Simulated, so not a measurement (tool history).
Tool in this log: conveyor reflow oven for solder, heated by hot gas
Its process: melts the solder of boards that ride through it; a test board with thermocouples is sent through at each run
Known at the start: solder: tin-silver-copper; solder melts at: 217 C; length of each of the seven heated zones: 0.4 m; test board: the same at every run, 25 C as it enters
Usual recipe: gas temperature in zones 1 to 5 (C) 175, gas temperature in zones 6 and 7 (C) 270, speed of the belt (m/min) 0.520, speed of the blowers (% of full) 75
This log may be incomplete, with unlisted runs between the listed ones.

run	day	gas temperature in zones 1 to 5 (C)	gas temperature in zones 6 and 7 (C)	speed of the belt (m/min)	speed of the blowers (% of full)	highest temperature of the board (C)	time above the solder's melting point (s)
1	0.000	175	270	0.520	75	259.8	77.5
2	1.417	175	270	0.520	75	259.8	77.4
3	2.588	175	270	0.520	75	259.8	77.5
4	3.971	170	270	0.520	75	259.0	75.1
5	5.275	170	270	0.520	75	258.9	75.0
6	6.771	175	270	0.429	75	263.9	98.5
7	7.783	175	270	0.520	75	259.6	77.4
8	8.592	175	264	0.520	75	254.2	73.6
9	9.571	182	270	0.520	75	260.5	80.7
10	10.275	182	270	0.520	75	260.4	80.7
11	11.154	175	270	0.510	75	260.1	79.2
12	12.338	175	270	0.510	75	260.0	79.2
13	12.979	175	270	0.510	75	260.0	79.2
14	14.088	175	270	0.510	75	259.9	79.3
15	15.575	175	270	0.510	75	260.1	78.9
16	16.729	175	270	0.510	75	259.7	79.3
17	17.421	175	263	0.520	75	253.0	72.7
18	18.354	175	270	0.520	59	255.7	73.5
19	19.567	175	259	0.520	81	250.0	70.9
20	20.633	175	270	0.522	75	259.2	76.6
21	22.067	189	270	0.585	75	257.9	73.0
22	23.062	189	270	0.585	75	258.0	73.1
23	24.046	189	270	0.522	75	260.7	84.7
24	24.692	182	265	0.520	75	255.4	77.9
# day 25.112: flux residue cleaned out of gas plates and filters
25	25.608	182	265	0.520	75	257.0	79.0
26	26.775	167	274	0.520	75	263.2	77.1
27	27.967	167	274	0.520	75	263.3	77.2
28	28.967	181	275	0.566	75	263.9	75.8
29	30.342	162	270	0.520	83	260.7	74.3
30	31.117	175	259	0.466	75	252.8	82.8
31	32.121	175	265	0.466	88	260.1	88.8

Pick out some run-to-run changes in highest temperature of the board (C). Of each, how much would a tool without hidden state show as well, from the settings, what came in and chance, and how much is left for the hidden state and any gauge scatter not in both results compared?
Hidden state at play: heat that the gas passes to the board, % of a clean oven's; belt's true speed, % of the reading; true gas temperature in zones 6 and 7 over the reading, C; drift of the gauge itself on peak_c, C; drift of the gauge itself on liquid_s, %.
Run 5 -> 6: gas temperature in zones 1 to 5 (C) 170 -> 175, speed of the belt (m/min) 0.520 -> 0.429. highest temperature of the board (C) +5.0: hidden state +0.2, all else +4.8.
Run 6 -> 7: speed of the belt (m/min) 0.429 -> 0.520. highest temperature of the board (C) -4.3: hidden state -0.2, all else -4.1.
Run 19 -> 20: gas temperature in zones 6 and 7 (C) 259 -> 270, speed of the belt (m/min) 0.520 -> 0.522, speed of the blowers (% of full) 81 -> 75. highest temperature of the board (C) +9.2: hidden state +0.0, all else +9.2.
Run 24 -> 25: flux residue cleaned out of gas plates and filters. highest temperature of the board (C) +1.6: hidden state +1.4, all else +0.2.
Run 29 -> 30: gas temperature in zones 1 to 5 (C) 162 -> 175, gas temperature in zones 6 and 7 (C) 270 -> 259, speed of the belt (m/min) 0.520 -> 0.466, speed of the blowers (% of full) 83 -> 75. highest temperature of the board (C) -7.9: hidden state -0.1, all else -7.8.
Run 30 -> 31: gas temperature in zones 6 and 7 (C) 259 -> 265, speed of the blowers (% of full) 75 -> 88. highest temperature of the board (C) +7.3: hidden state +0.0, all else +7.3.

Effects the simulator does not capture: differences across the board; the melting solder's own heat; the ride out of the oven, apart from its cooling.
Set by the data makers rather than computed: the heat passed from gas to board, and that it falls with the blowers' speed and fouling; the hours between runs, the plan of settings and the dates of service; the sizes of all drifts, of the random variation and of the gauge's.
